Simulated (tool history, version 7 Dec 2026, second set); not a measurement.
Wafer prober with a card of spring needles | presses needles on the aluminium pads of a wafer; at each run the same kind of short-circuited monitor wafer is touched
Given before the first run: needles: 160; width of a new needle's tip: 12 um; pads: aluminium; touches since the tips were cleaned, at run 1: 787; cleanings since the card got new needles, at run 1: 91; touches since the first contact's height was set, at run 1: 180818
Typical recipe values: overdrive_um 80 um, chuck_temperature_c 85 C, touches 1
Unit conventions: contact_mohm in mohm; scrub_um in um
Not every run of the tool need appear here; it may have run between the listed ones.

run    hour  overdrive_um  chuck_temperature_c  touches  touches since the tips were cleaned  cleanings since the card got new needles  touches since the first contact's height was set  contact_mohm  scrub_um
  1     0.0            80                   85        1                                  787                                        91                                            180818           229     16.72
       10.3  -- tips cleaned on abrasive film
       20.7  -- tips cleaned on abrasive film
       31.0  -- tips cleaned on abrasive film
       41.4  -- tips cleaned on abrasive film
       51.7  -- tips cleaned on abrasive film
       62.1  -- tips cleaned on abrasive film
       62.4  -- height of the first contact set anew
       72.7  -- tips cleaned on abrasive film
  2    79.8            80                   85        1                                 2859                                        98                                              6974           262     16.20
       85.0  -- tips cleaned on abrasive film
       97.9  -- tips cleaned on abrasive film
      108.3  -- tips cleaned on abrasive film
      121.2  -- tips cleaned on abrasive film
      131.5  -- tips cleaned on abrasive film
      141.9  -- tips cleaned on abrasive film
      152.2  -- tips cleaned on abrasive film
  3   158.7            80                   85        1                                 2614                                       105                                             38394           260     15.94
      163.9  -- tips cleaned on abrasive film
      174.3  -- tips cleaned on abrasive film
      187.2  -- tips cleaned on abrasive film
      197.5  -- tips cleaned on abrasive film
      207.9  -- tips cleaned on abrasive film
      218.2  -- tips cleaned on abrasive film
      228.6  -- tips cleaned on abrasive film
      234.0  -- height of the first contact set anew, once more
      239.2  -- tips cleaned on abrasive film
      249.5  -- tips cleaned on abrasive film
  4   254.7            80                   85        1                                 2060                                       114                                              8232           248     17.93
      262.0  -- tips cleaned on abrasive film
      272.3  -- tips cleaned on abrasive film
      282.6  -- tips cleaned on abrasive film
      293.0  -- tips cleaned on abrasive film
      303.3  -- tips cleaned on abrasive film
      313.7  -- tips cleaned on abrasive film
      324.0  -- tips cleaned on abrasive film
  5   327.7            80                   85        1                                 1464                                       121                                             37277           237     17.60
      335.4  -- tips cleaned on abrasive film
      345.8  -- tips cleaned on abrasive film
      356.1  -- tips cleaned on abrasive film
      366.5  -- tips cleaned on abrasive film
      376.8  -- tips cleaned on abrasive film
      387.2  -- tips cleaned on abrasive film
  6   390.9            80                   85        1                                 1504                                       127                                             62442           245     17.43
      398.7  -- tips cleaned on abrasive film
      409.0  -- tips cleaned on abrasive film
      419.4  -- tips cleaned on abrasive film
      429.7  -- tips cleaned on abrasive film
  7   429.8            80                   85        1                                   55                                       131                                             77929           215     17.25
      440.2  -- tips cleaned on abrasive film
      450.5  -- tips cleaned on abrasive film
      463.4  -- tips cleaned on abrasive film
      473.8  -- tips cleaned on abrasive film
      484.1  -- tips cleaned on abrasive film
      494.5  -- tips cleaned on abrasive film
      504.8  -- tips cleaned on abrasive film
  8   505.1            80                   85        1                                  119                                       138                                            107884           216     17.18
      515.4  -- tips cleaned on abrasive film
      528.3  -- tips cleaned on abrasive film
      538.7  -- tips cleaned on abrasive film
  9   548.6            80                   40        1                                 3991                                       141                                            125245           265     16.96
      551.3  -- tips cleaned on abrasive film
      564.2  -- tips cleaned on abrasive film
      574.5  -- tips cleaned on abrasive film
      584.9  -- tips cleaned on abrasive film
      597.8  -- tips cleaned on abrasive film
 10   606.8            80                   40        1                                 3614                                       146                                            148405           270     16.99
      609.4  -- tips cleaned on abrasive film
      622.3  -- tips cleaned on abrasive film
      635.2  -- tips cleaned on abrasive film
      645.6  -- tips cleaned on abrasive film
      655.9  -- tips cleaned on abrasive film
      666.3  -- tips cleaned on abrasive film
      679.2  -- tips cleaned on abrasive film
      689.5  -- tips cleaned on abrasive film
 11   693.4            80                   35        1                                 1550                                       154                                            182875           246     16.78
      701.1  -- tips cleaned on abrasive film
      711.5  -- tips cleaned on abrasive film
      721.8  -- tips cleaned on abrasive film
      732.2  -- tips cleaned on abrasive film
      742.5  -- tips cleaned on abrasive film
 12   746.4            69                   70        1                                 1583                                       159                                            204004           274     14.14
      749.3  -- height of the first contact set anew
      754.5  -- tips cleaned on abrasive film
      764.9  -- tips cleaned on abrasive film
      775.2  -- tips cleaned on abrasive film
      785.6  -- tips cleaned on abrasive film
      795.9  -- tips cleaned on abrasive film
      806.2  -- tips cleaned on abrasive film
      816.6  -- tips cleaned on abrasive film
 13   823.8            69                   70        1                                 2889                                       166                                             29636           289     15.17
      829.0  -- tips cleaned on abrasive film
      841.9  -- tips cleaned on abrasive film
      852.2  -- tips cleaned on abrasive film
      865.1  -- tips cleaned on abrasive film
 14   865.7            82                  113        1                                  235                                       170                                             46330           226     17.98
      876.1  -- tips cleaned on abrasive film
      886.4  -- tips cleaned on abrasive film
      896.7  -- tips cleaned on abrasive film
      907.1  -- tips cleaned on abrasive film
      917.4  -- tips cleaned on abrasive film
      927.8  -- tips cleaned on abrasive film
 15   934.3            70                   28        1                                 2607                                       176                                             73626           273     15.08
      939.5  -- tips cleaned on abrasive film
      949.8  -- tips cleaned on abrasive film
      962.7  -- tips cleaned on abrasive film
      973.1  -- tips cleaned on abrasive film
      986.0  -- tips cleaned on abrasive film
      996.3  -- tips cleaned on abrasive film
     1006.7  -- tips cleaned on abrasive film
 16  1016.4            86                   28        1                                 3905                                       183                                            106337           269     18.63
     1019.0  -- tips cleaned on abrasive film
     1029.4  -- tips cleaned on abrasive film
     1039.7  -- tips cleaned on abrasive film
     1050.1  -- tips cleaned on abrasive film
     1060.4  -- tips cleaned on abrasive film
     1070.8  -- tips cleaned on abrasive film
     1081.1  -- tips cleaned on abrasive film
 17  1083.7            86                   28        1                                 1044                                       190                                            133100           226     18.44
     1091.5  -- tips cleaned on abrasive film
     1101.8  -- tips cleaned on abrasive film
     1114.7  -- tips cleaned on abrasive film
     1125.0  -- tips cleaned on abrasive film
 18  1126.2            86                   28        1                                  472                                       194                                            150023           211     18.26
     1136.6  -- tips cleaned on abrasive film
     1146.9  -- tips cleaned on abrasive film
     1157.2  -- tips cleaned on abrasive film
 19  1166.1            74                   90        3                                 3561                                       197                                            165929           248     15.52
     1168.8  -- tips cleaned on abrasive film
     1179.1  -- tips cleaned on abrasive film
     1189.4  -- tips cleaned on abrasive film
     1199.8  -- tips cleaned on abrasive film
     1212.7  -- tips cleaned on abrasive film
 20  1217.2            61                   85        1                                 1803                                       202                                            186249           308     12.52
     1225.0  -- tips cleaned on abrasive film
     1237.9  -- tips cleaned on abrasive film
     1250.8  -- tips cleaned on abrasive film
     1263.7  -- tips cleaned on abrasive film
     1264.0  -- height of the first contact set anew
     1274.3  -- tips cleaned on abrasive film
     1284.7  -- tips cleaned on abrasive film
     1297.6  -- tips cleaned on abrasive film
 21  1302.3            65                   33        1                                 1904                                       209                                             15278           278     14.32

What would each run have given without the hidden state, its run-to-run variation left as it was?
Hidden state present: debris on the tips, nm; way that the needles fall short of the set height, um; tips' diameter, um; drift of the gauge itself on contact_mohm, %; drift of the gauge itself on scrub_um, %.
run  contact_mohm  scrub_um
  1           207     17.80
  2           205     17.86
  3           205     17.77
  4           206     17.98
  5           204     17.79
  6           205     17.78
  7           205     17.70
  8           204     17.82
  9           191     17.68
 10           195     17.85
 11           194     17.83
 12           204     15.33
 13           200     15.37
 14           208     18.27
 15           193     15.52
 16           191     19.24
 17           190     19.23
 18           188     19.14
 19           207     16.49
 20           207     13.61
 21           196     14.41

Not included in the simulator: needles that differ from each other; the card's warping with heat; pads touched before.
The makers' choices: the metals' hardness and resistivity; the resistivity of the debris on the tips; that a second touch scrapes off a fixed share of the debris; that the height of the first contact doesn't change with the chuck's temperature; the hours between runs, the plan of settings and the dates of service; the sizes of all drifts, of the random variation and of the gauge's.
